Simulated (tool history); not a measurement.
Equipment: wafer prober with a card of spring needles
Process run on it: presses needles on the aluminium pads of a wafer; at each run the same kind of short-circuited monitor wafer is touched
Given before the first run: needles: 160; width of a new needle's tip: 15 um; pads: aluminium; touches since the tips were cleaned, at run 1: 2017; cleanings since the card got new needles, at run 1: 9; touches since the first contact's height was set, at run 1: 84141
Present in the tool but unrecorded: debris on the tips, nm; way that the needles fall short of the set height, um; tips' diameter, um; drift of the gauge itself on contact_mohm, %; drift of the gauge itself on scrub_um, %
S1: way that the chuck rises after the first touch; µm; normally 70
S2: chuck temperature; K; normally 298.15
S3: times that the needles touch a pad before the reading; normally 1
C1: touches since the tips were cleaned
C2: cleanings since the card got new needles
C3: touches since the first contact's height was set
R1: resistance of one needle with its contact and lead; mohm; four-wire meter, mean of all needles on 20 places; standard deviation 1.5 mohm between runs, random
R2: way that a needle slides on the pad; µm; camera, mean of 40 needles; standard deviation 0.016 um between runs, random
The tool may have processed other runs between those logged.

run   hour  S1      S2  S3    C1  C2      C3   R1    R2
  1    0.0  70  298.15   1  2017   9   84141  170  8.85
  2    5.6  70  298.15   1  3578   9   85702  183  8.81
  3   15.3  70  298.15   1  6297   9   88421  197  8.80
  4   22.1  70  298.15   1  8203   9   90327  204  8.82
      23.6  -- tips cleaned on abrasive film
  5   34.7  70  298.15   1  3113  10   93832  172  8.80
  6   44.7  70  298.15   1  5931  10   96650  186  8.82
      53.8  -- tips cleaned on abrasive film
  7   55.5  70  298.15   1   478  11   99631  146  8.83
  8   67.5  70  298.15   1  3840  11  102993  186  8.81
  9   80.0  70  298.15   2  7346  11  106499  173  8.82
      84.4  -- tips cleaned on abrasive film
 10   88.3  70  298.15   2  1069  12  108795  147  8.82
 11   94.2  70  298.15   2  2724  12  110450  161  8.83
 12  103.8  70  298.15   1  5430  12  113156  195  8.81
     114.4  -- tips cleaned on abrasive film
 13  115.0  70  298.15   1   161  13  116264  149  8.77
 14  120.3  70  298.15   1  1647  13  117750  165  8.77
 15  126.2  70  298.15   1  3300  13  119403  182  8.82
 16  134.0  70  298.15   1  5497  13  121600  196  8.80
 17  140.2  70  298.15   1  7230  13  123333  203  8.80
     144.9  -- tips cleaned on abrasive film
 18  151.2  72  358.15   1  1766  14  126391  170  9.04
 19  160.1  70  323.15   1  4248  14  128873  193  8.83
 20  168.5  69  298.15   1  6604  14  131229  200  8.68
     175.7  -- tips cleaned on abrasive film
 21  180.5  61  385.15   1  1366  15  134574  186  7.63
 22  188.2  61  385.15   1  3514  15  136722  205  7.64
 23  197.4  61  385.15   1  6092  15  139300  221  7.64
     205.8  -- tips cleaned on abrasive film
 24  206.5  61  385.15   1   189  16  141812  160  7.61
 25  214.2  76  302.15   1  2348  16  143971  168  9.57
 26  226.5  76  334.15   2  5822  16  147445  171  9.55
     235.9  -- tips cleaned on abrasive film
 27  238.2  79  334.15   1   642  17  150686  151  9.93
 28  245.4  79  334.15   1  2646  17  152690  170  9.88
 29  254.8  58  298.15   2  5285  17  155329  187  7.26
 30  265.5  58  343.15   2  8282  17  158326  197  7.22
     266.2  -- tips cleaned on abrasive film
 31  272.0  60  324.15   1  1604  18  160122  180  7.47
 32  278.4  70  298.15   2  3411  18  161929  163  8.75
 33  284.3  53  350.15   3  5063  18  163581  181  6.62
 34  289.5  70  390.15   1  6507  18  165025  206  8.78

Alternative continuations, all from the tool just after run 34; predict every row:
     296.7  -- tips cleaned on abrasive film
  A  300.1  70  298.15   2  957  19  167991   ?   ?
     296.7  -- tips cleaned on abrasive film
  B  300.1  70  341.15   3  957  19  167991   ?   ?
     296.7  -- tips cleaned on abrasive film
  C  300.1  70  337.15   1  957  19  167991   ?   ?

run   R1    R2
  A  148  8.76
  B  148  8.73
  C  161  8.76
Had the tool no hidden state, the same runs would have come out as:
run   R1    R2
  A  135  8.91
  B  141  8.88
  C  142  8.92
